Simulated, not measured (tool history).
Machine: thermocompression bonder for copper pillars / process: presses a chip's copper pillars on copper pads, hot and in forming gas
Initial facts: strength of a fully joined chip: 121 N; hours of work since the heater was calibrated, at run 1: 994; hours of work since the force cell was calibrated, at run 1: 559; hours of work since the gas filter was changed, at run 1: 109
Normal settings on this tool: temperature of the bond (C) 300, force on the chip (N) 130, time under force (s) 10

| run | hour | temperature of the bond (C) | force on the chip (N) | time under force (s) | hours of work since the heater was calibrated | hours of work since the force cell was calibrated | hours of work since the gas filter was changed | force that shears a chip off (N) |
|---|---|---|---|---|---|---|---|---|
| 1 | 0 | 300 | 130 | 10 | 994 | 559 | 109 | 42.7 |
| 2 | 17.3 | 300 | 130 | 10 | 1002 | 567 | 116 | 43.1 |
| 3 | 37.6 | 300 | 83 | 10 | 1010 | 575 | 125 | 28.8 |
|  | 42.2 | heater calibrated with a thermocouple chip |
| 4 | 58.9 | 300 | 130 | 10 | 7 | 583 | 133 | 41.3 |
| 5 | 91.4 | 300 | 119 | 10 | 21 | 597 | 147 | 38.8 |
| 6 | 119.8 | 300 | 148 | 10 | 33 | 609 | 159 | 44.6 |
| 7 | 144.9 | 300 | 148 | 10 | 43 | 620 | 169 | 45.8 |
| 8 | 172.4 | 300 | 192 | 10 | 55 | 631 | 181 | 55.8 |
|  | 205 | heater calibrated with a thermocouple chip, once more |
| 9 | 205 | 300 | 192 | 10 | 0 | 644 | 194 | 66 |
|  | 237.3 | forming gas filter changed |
| 10 | 237.7 | 300 | 192 | 10 | 14 | 658 | 0 | 70.8 |
| 11 | 271.6 | 300 | 192 | 10 | 28 | 672 | 15 | 69.7 |
| 12 | 302.5 | 300 | 192 | 10 | 41 | 686 | 28 | 69.3 |
| 13 | 328.3 | 300 | 192 | 10 | 52 | 696 | 39 | 68.3 |
| 14 | 345.9 | 300 | 130 | 10 | 59 | 704 | 46 | 52.4 |
| 15 | 376.8 | 300 | 130 | 6 | 73 | 717 | 59 | 42 |
| 16 | 407.2 | 271 | 130 | 6 | 85 | 730 | 72 | 28.5 |
| 17 | 438.3 | 307 | 130 | 14 | 99 | 743 | 85 | 61.7 |
| 18 | 464.2 | 288 | 130 | 10 | 110 | 754 | 96 | 44.1 |
| 19 | 497.8 | 271 | 117 | 25 | 124 | 768 | 110 | 44.8 |
| 20 | 525 | 304 | 93 | 25 | 135 | 780 | 122 | 54.5 |
| 21 | 551 | 304 | 93 | 25 | 146 | 791 | 133 | 54 |
| 22 | 583 | 304 | 93 | 25 | 160 | 804 | 146 | 54.1 |
| 23 | 617.7 | 304 | 93 | 25 | 175 | 819 | 161 | 53.5 |
| 24 | 650.7 | 317 | 130 | 10 | 189 | 833 | 175 | 56.8 |
| 25 | 668.2 | 317 | 130 | 10 | 196 | 840 | 183 | 56.5 |
| 26 | 686.7 | 317 | 130 | 10 | 204 | 848 | 190 | 57 |
| 27 | 701.4 | 328 | 186 | 10 | 210 | 855 | 197 | 78.9 |
| 28 | 721 | 328 | 186 | 10 | 218 | 863 | 205 | 78.6 |
|  | 725.6 | forming gas filter changed |
| 29 | 740.2 | 310 | 186 | 8 | 226 | 871 | 6 | 69.3 |
| 30 | 755.4 | 325 | 188 | 12 | 233 | 877 | 13 | 86.9 |
| 31 | 783.3 | 325 | 188 | 12 | 245 | 889 | 24 | 85.9 |
| 32 | 801.5 | 330 | 130 | 19 | 252 | 897 | 32 | 82.1 |

How the hidden state differs across the entries between the runs, from the last listed run before each to the first after it:
Runs 3 to 4: heater calibrated with a thermocouple chip (hour 42.2)
  true temperature of the bond over the reading, C: -12.7 -> -15.6; oxide that the forming gas leaves, % of the face: 5.97 -> 6.31
  difference, measured minus the result without the unlogged condition, force that shears a chip off (N): -6.5 -> -10.7
Runs 8 to 9: heater calibrated with a thermocouple chip, once more (hour 205)
  true temperature of the bond over the reading, C: -16.1 -> 0.1; force that reaches the chip, % of what is set: 102 -> 102.1; oxide that the forming gas leaves, % of the face: 8.31 -> 8.89
  difference, measured minus the result without the unlogged condition, force that shears a chip off (N): -14.5 -> -4.9
Runs 9 to 10: forming gas filter changed (hour 237.3)
  true temperature of the bond over the reading, C: 0.1 -> 0; oxide that the forming gas leaves, % of the face: 8.89 -> 0.73
  difference, measured minus the result without the unlogged condition, force that shears a chip off (N): -4.9 -> +0.8
Runs 28 to 29: forming gas filter changed (hour 725.6)
  true temperature of the bond over the reading, C: -2.3 -> -2.4; oxide that the forming gas leaves, % of the face: 9.13 -> 0.91
  difference, measured minus the result without the unlogged condition, force that shears a chip off (N): -7.5 -> -0.5
